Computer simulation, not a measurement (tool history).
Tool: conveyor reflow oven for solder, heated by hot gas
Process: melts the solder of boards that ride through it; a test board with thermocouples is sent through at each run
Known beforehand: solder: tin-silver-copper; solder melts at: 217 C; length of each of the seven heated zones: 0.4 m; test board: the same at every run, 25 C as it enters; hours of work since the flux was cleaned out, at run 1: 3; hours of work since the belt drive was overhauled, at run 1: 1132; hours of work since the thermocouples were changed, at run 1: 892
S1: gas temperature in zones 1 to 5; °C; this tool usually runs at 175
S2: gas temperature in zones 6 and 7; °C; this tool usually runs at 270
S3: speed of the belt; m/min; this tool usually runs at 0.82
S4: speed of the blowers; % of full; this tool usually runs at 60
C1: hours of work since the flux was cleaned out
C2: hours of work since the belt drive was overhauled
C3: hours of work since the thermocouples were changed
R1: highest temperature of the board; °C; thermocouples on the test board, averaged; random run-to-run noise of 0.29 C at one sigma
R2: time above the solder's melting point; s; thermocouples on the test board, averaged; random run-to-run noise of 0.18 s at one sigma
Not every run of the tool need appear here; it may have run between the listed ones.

Run 1, day 0: usual settings; C1 3; C2 1132; C3 892. Result: R1 254.3 °C, R2 46.5 s.
Run 2, day 1.342: usual settings but S3 0.914 m/min; C1 22; C2 1152; C3 911. Result: R1 251 °C, R2 39.2 s.
Run 3, day 2.533: usual settings but S3 0.824 m/min; C1 39; C2 1169; C3 928. Result: R1 253.5 °C, R2 46.1 s.
Run 4, day 3.7: usual settings; C1 56; C2 1186; C3 945. Result: R1 254.1 °C, R2 46 s.
At day 4.979: belt drive overhauled, speed set with a stopwatch.
Run 5, day 5.033: usual settings but S4 67 % of full; C1 73; C2 1; C3 962. Result: R1 256 °C, R2 47.7 s.
Run 6, day 5.879: usual settings but S3 0.895 m/min; C1 85; C2 13; C3 974. Result: R1 250.8 °C, R2 40.7 s.
Run 7, day 7.242: usual settings but S3 0.895 m/min; C1 105; C2 33; C3 994. Result: R1 250.7 °C, R2 40.7 s.
Run 8, day 8.246: usual settings but S1 184 °C; C1 120; C2 47; C3 1009. Result: R1 254.7 °C, R2 50.1 s.
Run 9, day 9.15: usual settings but S1 184 °C; C1 133; C2 60; C3 1022. Result: R1 255.2 °C, R2 50 s.
At day 10.221: belt drive overhauled, speed set with a stopwatch, once more.
Run 10, day 10.829: usual settings but S1 184 °C; C1 155; C2 9; C3 1044. Result: R1 253.7 °C, R2 47.2 s.
Run 11, day 12.029: usual settings but S1 184 °C, S4 58 % of full; C1 172; C2 26; C3 1061. Result: R1 253.7 °C, R2 47 s.
Run 12, day 12.825: usual settings but S1 184 °C, S4 58 % of full; C1 183; C2 38; C3 1072. Result: R1 253 °C, R2 47.2 s.
Run 13, day 13.654: usual settings but S1 184 °C, S4 58 % of full; C1 196; C2 50; C3 1084. Result: R1 253.8 °C, R2 47.1 s.
Run 14, day 15.008: usual settings but S1 165 °C, S4 58 % of full; C1 215; C2 69; C3 1104. Result: R1 249.3 °C, R2 39.7 s.
Run 15, day 16.183: usual settings but S1 165 °C, S4 58 % of full; C1 232; C2 86; C3 1121. Result: R1 249.7 °C, R2 39.3 s.
Run 16, day 17.646: usual settings but S2 267 °C; C1 253; C2 107; C3 1142. Result: R1 249.2 °C, R2 42 s.
Run 17, day 18.692: usual settings but S2 264 °C, S3 0.781 m/min; C1 268; C2 123; C3 1157. Result: R1 247.8 °C, R2 43.8 s.
Run 18, day 19.979: usual settings but S2 267 °C, S3 0.781 m/min, S4 69 % of full; C1 287; C2 141; C3 1176. Result: R1 251.8 °C, R2 46.5 s.
Run 19, day 21.371: usual settings but S3 0.828 m/min; C1 307; C2 161; C3 1196. Result: R1 251.2 °C, R2 42.7 s.
At day 21.929: flux residue cleaned out of gas plates and filters.
Run 20, day 22.662: usual settings but S1 166 °C, S2 278 °C, S3 0.753 m/min, S4 55 % of full; C1 11; C2 177; C3 1212. Result: R1 260.7 °C, R2 50.4 s.
Run 21, day 23.396: usual settings but S1 166 °C, S2 278 °C, S3 0.753 m/min, S4 55 % of full; C1 21; C2 188; C3 1222. Result: R1 260.2 °C, R2 50.4 s.
Run 22, day 24.046: usual settings but S1 166 °C, S2 278 °C, S3 0.753 m/min, S4 55 % of full; C1 31; C2 197; C3 1232. Result: R1 260.1 °C, R2 50.1 s.
Run 23, day 25.554: usual settings but S1 166 °C, S2 278 °C, S3 0.753 m/min, S4 55 % of full; C1 52; C2 219; C3 1254. Result: R1 260 °C, R2 50.2 s.
Run 24, day 26.921: usual settings but S3 0.879 m/min; C1 72; C2 239; C3 1273. Result: R1 250.6 °C, R2 40.1 s.
Run 25, day 27.742: usual settings but S3 0.879 m/min; C1 84; C2 251; C3 1285. Result: R1 250.1 °C, R2 39.9 s.
Run 26, day 28.546: usual settings but S3 0.879 m/min; C1 96; C2 262; C3 1297. Result: R1 250 °C, R2 39.6 s.
Run 27, day 29.846: usual settings but S1 161 °C, S2 277 °C, S3 0.853 m/min, S4 73 % of full; C1 115; C2 281; C3 1316. Result: R1 257.9 °C, R2 41.9 s.
Run 28, day 30.975: usual settings but S1 160 °C, S2 266 °C; C1 131; C2 297; C3 1332. Result: R1 246.3 °C, R2 36.8 s.
Run 29, day 32.504: usual settings but S1 180 °C, S2 265 °C, S3 0.668 m/min, S4 85 % of full; C1 153; C2 319; C3 1354. Result: R1 256.6 °C, R2 61.3 s.
Run 30, day 33.542: usual settings but S1 180 °C, S2 265 °C, S3 0.668 m/min, S4 85 % of full; C1 168; C2 334; C3 1369. Result: R1 256.2 °C, R2 61.2 s.
Run 31, day 34.296: usual settings but S2 265 °C, S3 0.961 m/min; C1 179; C2 345; C3 1380. Result: R1 242.7 °C, R2 31.1 s.

A few steps of R1 between consecutive runs. Split each: what settings, incoming material and random variation would produce without the hidden state, and what is left over for the hidden state, along with gauge scatter present in only one of the two compared results (measured, and without hidden state):
Hidden conditions of the tool in this case: heat that the gas passes to the board, % of a clean oven's; belt's true speed, % of the reading; true gas temperature in zones 6 and 7 over the reading, C; drift of the gauge itself on peak_c, C; drift of the gauge itself on liquid_s, %.
Run 9 -> 10: belt drive overhauled, speed set with a stopwatch, once more. R1 -1.5 °C: hidden state -1, all else -0.5.
Run 13 -> 14: S1 184 -> 165. R1 -4.5 °C: hidden state -0.4, all else -4.1.
Run 19 -> 20: S1 175 -> 166, S2 270 -> 278, S3 0.828 -> 0.753, S4 60 -> 55, flux residue cleaned out of gas plates and filters. R1 +9.5 °C: hidden state +1.9, all else +7.6.
Run 27 -> 28: S1 161 -> 160, S2 277 -> 266, S3 0.853 -> 0.82, S4 73 -> 60. R1 -11.6 °C: hidden state +0.1, all else -11.7.
Run 28 -> 29: S1 160 -> 180, S2 266 -> 265, S3 0.82 -> 0.668, S4 60 -> 85. R1 +10.3 °C: hidden state +0.1, all else +10.2.
Run 30 -> 31: S1 180 -> 175, S3 0.668 -> 0.961, S4 85 -> 60. R1 -13.5 °C: hidden state -0.4, all else -13.1.
